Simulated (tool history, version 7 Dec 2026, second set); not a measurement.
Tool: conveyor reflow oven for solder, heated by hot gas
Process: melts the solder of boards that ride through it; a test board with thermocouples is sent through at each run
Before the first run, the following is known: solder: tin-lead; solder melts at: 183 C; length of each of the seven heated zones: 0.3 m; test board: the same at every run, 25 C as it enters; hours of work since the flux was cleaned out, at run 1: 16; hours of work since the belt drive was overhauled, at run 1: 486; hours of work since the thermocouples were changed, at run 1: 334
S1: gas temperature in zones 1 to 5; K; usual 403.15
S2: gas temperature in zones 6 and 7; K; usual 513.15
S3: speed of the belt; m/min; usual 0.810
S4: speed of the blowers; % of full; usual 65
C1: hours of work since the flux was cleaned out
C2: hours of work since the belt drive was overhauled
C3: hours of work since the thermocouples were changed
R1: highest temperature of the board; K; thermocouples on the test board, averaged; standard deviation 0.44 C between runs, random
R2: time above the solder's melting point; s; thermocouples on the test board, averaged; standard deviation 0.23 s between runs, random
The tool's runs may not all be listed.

run     day      S1      S2     S3  S4   C1   C2   C3      R1    R2
  1   0.000  403.15  513.15  0.810  65   16  486  334  491.45  31.9
  2   0.796  403.15  513.15  0.810  65   26  495  344  491.75  32.0
  3   1.250  403.15  513.15  0.810  65   31  501  349  490.95  32.0
  4   2.167  403.15  513.15  0.810  65   42  512  360  490.75  32.1
  5   2.883  403.15  513.15  0.810  65   50  520  368  490.55  31.8
  6   3.692  403.15  513.15  0.810  65   60  530  378  490.85  31.8
  7   4.567  403.15  513.15  0.676  65   70  540  388  498.25  41.8
  8   5.042  403.15  513.15  0.810  64   76  546  394  490.35  31.7
  9   5.658  403.15  513.15  0.810  64   83  553  401  490.65  31.1
 10   6.500  403.15  513.15  0.810  64   93  563  411  490.55  31.5
 11   7.238  403.15  513.15  0.810  64  102  572  420  490.25  31.2
 12   8.083  403.15  502.15  0.810  72  112  582  430  482.35  27.8
 13   9.025  397.15  522.15  0.810  72  123  593  441  498.65  33.9
 14   9.588  416.15  513.15  0.821  64  130  599  448  492.85  34.3
 15  10.392  396.15  513.15  0.829  64  139  609  457  487.75  27.9

Run 16, settings as shown, results not yet in. Your forecast:
 16  11.296  398.15  513.15  0.814  64  150  620  468   ?   ?

{"run 16": {"R1": 487.85, "R2": 29.8}}
The same run, on a tool lacking any hidden state, would have yielded R1 489.55 K, R2 30.6 s.
